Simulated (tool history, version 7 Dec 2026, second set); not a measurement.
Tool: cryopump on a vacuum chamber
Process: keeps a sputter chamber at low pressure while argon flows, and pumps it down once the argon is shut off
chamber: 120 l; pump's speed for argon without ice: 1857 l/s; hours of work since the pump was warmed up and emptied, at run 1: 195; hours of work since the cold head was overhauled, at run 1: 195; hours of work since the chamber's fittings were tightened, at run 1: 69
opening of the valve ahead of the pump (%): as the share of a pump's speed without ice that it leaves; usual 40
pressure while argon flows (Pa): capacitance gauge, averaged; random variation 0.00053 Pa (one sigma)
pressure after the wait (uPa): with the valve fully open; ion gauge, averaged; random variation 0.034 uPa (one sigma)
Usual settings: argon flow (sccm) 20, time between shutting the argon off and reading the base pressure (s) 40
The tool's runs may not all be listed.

run,day,argon flow (sccm),time between shutting the argon off and reading the base pressure (s),opening of the valve ahead of the pump (%),hours of work since the pump was warmed up and emptied,hours of work since the cold head was overhauled,hours of work since the chamber's fittings were tightened,pressure while argon flows (Pa),pressure after the wait (uPa)
1,0.000,20,40,40,195,195,69,0.0479,1.89
2,0.412,28,40,40,200,200,74,0.0663,1.95
3,0.879,28,40,17,205,205,79,0.1536,1.89
4,1.458,20,40,40,212,212,86,0.0473,1.86
5,1.850,20,40,40,216,216,90,0.0469,1.94
6,2.192,20,40,40,220,220,94,0.0474,1.96
7,2.821,20,40,40,227,227,101,0.0483,1.98
8,3.175,20,63,51,231,231,105,0.0381,1.34
9,3.708,34,243,25,237,237,111,0.1274,0.57
10,4.125,11,243,57,242,242,116,0.0191,0.54
11,4.388,13,200,47,245,245,119,0.0267,0.68
12,4.892,13,200,47,251,251,125,0.0268,0.63
13,5.192,13,200,47,254,254,128,0.0267,0.63

Forecast each of these 3 alternatives for the next run:
A,5.471,14,74,17,257,257,131,?,?
B,5.471,13,152,47,257,257,131,?,?
C,5.471,16,40,47,257,257,131,?,?

run,pressure while argon flows (Pa),pressure after the wait (uPa)
A,0.0766,1.17
B,0.0268,0.72
C,0.0330,1.98
Without the tool's hidden state the same runs would have given:
run,pressure while argon flows (Pa),pressure after the wait (uPa)
A,0.0750,1.04
B,0.0253,0.59
C,0.0311,1.85
